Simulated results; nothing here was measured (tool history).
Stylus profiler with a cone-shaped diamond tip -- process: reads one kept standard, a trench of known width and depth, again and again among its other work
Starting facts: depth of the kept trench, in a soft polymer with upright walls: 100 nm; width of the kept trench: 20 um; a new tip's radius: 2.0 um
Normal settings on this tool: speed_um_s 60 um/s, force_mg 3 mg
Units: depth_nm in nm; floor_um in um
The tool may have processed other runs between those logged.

run	hour	speed_um_s	force_mg	depth_nm	floor_um
1	0	60	3	101.25	18.46
2	88.8	60	3	101.18	18.44
3	154.1	60	3	101.16	18.51
4	239	60	3	101.22	18.48
5	298.8	60	3	101.11	18.4
6	354	43	3	101.16	18.52
7	395.9	43	3	101.16	18.5
8	451.3	60	1.32	100.61	18.38
9	531	60	1.32	100.53	18.32
10	605.9	60	7.25	102.18	18.47
11	649.3	60	7.25	102.15	18.5
12	698.1	60	7.25	102.23	18.47
13	751.7	60	7.25	102.08	18.46
14	816.9	60	7.25	102.16	18.45
15	898.8	60	7.25	102.53	18.44
16	974.7	60	7.25	102.37	18.42
17	1029.2	60	7.25	102.42	18.45
18	1091.6	60	7.25	102.44	18.41
19	1185.7	60	7.25	102.37	18.45
20	1237.6	41	7.25	102.39	18.47
21	1339	60	3.75	101.55	18.29
22	1423.5	60	2.24	100.99	18.31
23	1496	60	2.24	101.02	18.33
24	1555.1	60	2.24	101.04	18.29
25	1648.7	60	2.24	100.99	18.24
26	1726.2	60	2.24	100.99	18.19
27	1769.1	60	2.24	100.97	18.32
28	1858.1	60	2.24	100.96	18.26
29	1932.8	47	5.29	101.79	18.34
30	2035	121	1.74	100.75	18.01
31	2126.6	93	1.58	100.68	18.05
32	2199.3	151	1.28	100.57	17.8
33	2250	151	1.28	100.53	17.78
34	2348.6	19	1.62	100.66	18.31
35	2418.7	47	4.44	101.57	18.27
36	2462.3	47	4.44	101.49	18.28
37	2549.5	32	8.44	102.47	18.35
38	2599.2	192	4.13	101.45	17.89
39	2692.2	103	7.31	102.23	18.17
40	2769	103	7.31	102.2	18.18
41	2825.6	95	7.31	102.08	18.24
42	2883.8	20	1.34	100.46	18.26
43	2932.8	44	2.68	101	18.18
44	3035.2	30	3	100.99	18.26
45	3088	30	3	100.96	18.31
46	3164.9	34	1.68	100.63	18.21

Taken out of this log: 2 entries between the listed runs. Where each belongs, and how the hidden state differs across it:
Logged between run 12 and run 13: height scale calibrated on a step standard (hour 704.6)
  radius of the tip, um: 2.58 -> 2.6; height scale over the true one, %: -0.257 -> -0.355
  the result without the hidden state subtracted from the measured one, depth_nm: -0.27 -> -0.37 nm; floor_um: -0.17 -> -0.18 um
Logged between run 14 and run 15: height scale calibrated on a step standard, once more (hour 898.2)
  radius of the tip, um: 2.63 -> 2.66; height scale over the true one, %: -0.365 -> 0.012
  the result without the hidden state subtracted from the measured one, depth_nm: -0.37 -> +0.02 nm; floor_um: -0.19 -> -0.2 um

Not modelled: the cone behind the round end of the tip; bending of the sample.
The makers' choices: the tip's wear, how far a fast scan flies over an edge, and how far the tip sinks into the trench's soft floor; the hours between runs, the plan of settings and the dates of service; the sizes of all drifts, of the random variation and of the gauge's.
